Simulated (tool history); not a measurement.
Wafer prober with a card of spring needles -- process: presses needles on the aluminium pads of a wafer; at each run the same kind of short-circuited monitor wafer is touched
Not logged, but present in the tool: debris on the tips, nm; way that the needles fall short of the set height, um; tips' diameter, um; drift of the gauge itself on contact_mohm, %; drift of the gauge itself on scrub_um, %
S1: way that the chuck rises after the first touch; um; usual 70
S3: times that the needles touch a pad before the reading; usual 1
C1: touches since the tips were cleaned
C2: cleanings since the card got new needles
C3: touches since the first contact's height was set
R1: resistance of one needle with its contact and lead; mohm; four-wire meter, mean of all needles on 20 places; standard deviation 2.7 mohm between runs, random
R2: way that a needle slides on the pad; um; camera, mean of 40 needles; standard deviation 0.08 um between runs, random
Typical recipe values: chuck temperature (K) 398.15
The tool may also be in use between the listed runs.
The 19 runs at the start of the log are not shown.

-- day=6.479 tips cleaned on abrasive film
run 20 day=6.521 | S1=70 chuck_temperature_(K)=299.15 S3=1 | C1=400 C2=32 C3=213186 | R1=303 R2=16.44
-- day=6.729 height of the first contact set anew
run 21 day=6.871 | S1=70 chuck_temperature_(K)=336.15 S3=1 | C1=3718 C2=32 C3=1390 | R1=387 R2=17.17
-- day=7.138 tips cleaned on abrasive film
run 22 day=7.292 | S1=54 chuck_temperature_(K)=332.15 S3=1 | C1=1555 C2=33 C3=5532 | R1=382 R2=13.28
run 23 day=7.538 | S1=54 chuck_temperature_(K)=332.15 S3=1 | C1=3961 C2=33 C3=7938 | R1=462 R2=13.34
-- day=7.75 tips cleaned on abrasive film
run 24 day=7.75 | S1=54 chuck_temperature_(K)=332.15 S3=1 | C1=0 C2=34 C3=9992 | R1=313 R2=13.26
run 25 day=8.092 | S1=59 chuck_temperature_(K)=384.15 S3=2 | C1=3353 C2=34 C3=13345 | R1=376 R2=14.44
run 26 day=8.329 | S1=59 chuck_temperature_(K)=384.15 S3=2 | C1=5691 C2=34 C3=15683 | R1=404 R2=14.46
-- day=8.392 tips cleaned on abrasive film
run 27 day=8.675 | S1=59 chuck_temperature_(K)=384.15 S3=2 | C1=2800 C2=35 C3=19063 | R1=372 R2=14.38
run 28 day=8.996 | S1=80 chuck_temperature_(K)=300.15 S3=3 | C1=5961 C2=35 C3=22224 | R1=307 R2=19.6
-- day=9.025 tips cleaned on abrasive film
run 29 day=9.358 | S1=80 chuck_temperature_(K)=300.15 S3=3 | C1=3294 C2=36 C3=25776 | R1=301 R2=19.57
-- day=9.671 tips cleaned on abrasive film
run 30 day=9.867 | S1=70 chuck_temperature_(K)=312.15 S3=1 | C1=1920 C2=37 C3=30716 | R1=349 R2=17.09
run 31 day=10.262 | S1=77 chuck_temperature_(K)=313.15 S3=1 | C1=5859 C2=37 C3=34655 | R1=391 R2=18.71
-- day=10.312 tips cleaned on abrasive film
run 32 day=10.496 | S1=66 chuck_temperature_(K)=398.15 S3=1 | C1=1826 C2=38 C3=36915 | R1=378 R2=16.06
run 33 day=10.717 | S1=66 chuck_temperature_(K)=347.15 S3=1 | C1=3984 C2=38 C3=39073 | R1=412 R2=15.96
-- day=10.933 tips cleaned on abrasive film
run 34 day=10.946 | S1=66 chuck_temperature_(K)=347.15 S3=1 | C1=131 C2=39 C3=41287 | R1=302 R2=15.88

3 ways to go on from here, each from the tool as it stands after run 34. What would each give?
run A day=11.267 | S1=72 chuck_temperature_(K)=309.15 S3=2 | C1=3319 C2=39 C3=44475 | R1=? R2=?
run B day=11.267 | S1=52 chuck_temperature_(K)=328.15 S3=1 | C1=3319 C2=39 C3=44475 | R1=? R2=?
run C day=11.267 | S1=54 chuck_temperature_(K)=316.15 S3=1 | C1=3319 C2=39 C3=44475 | R1=? R2=?

run=A R1=340 R2=17.37
run=B R1=461 R2=12.43
run=C R1=443 R2=13.12
Take away the tool's hidden state, keep each run's random variation, and the runs would have read:
run=A R1=283 R2=17.54
run=B R1=294 R2=12.61
run=C R1=286 R2=13.3
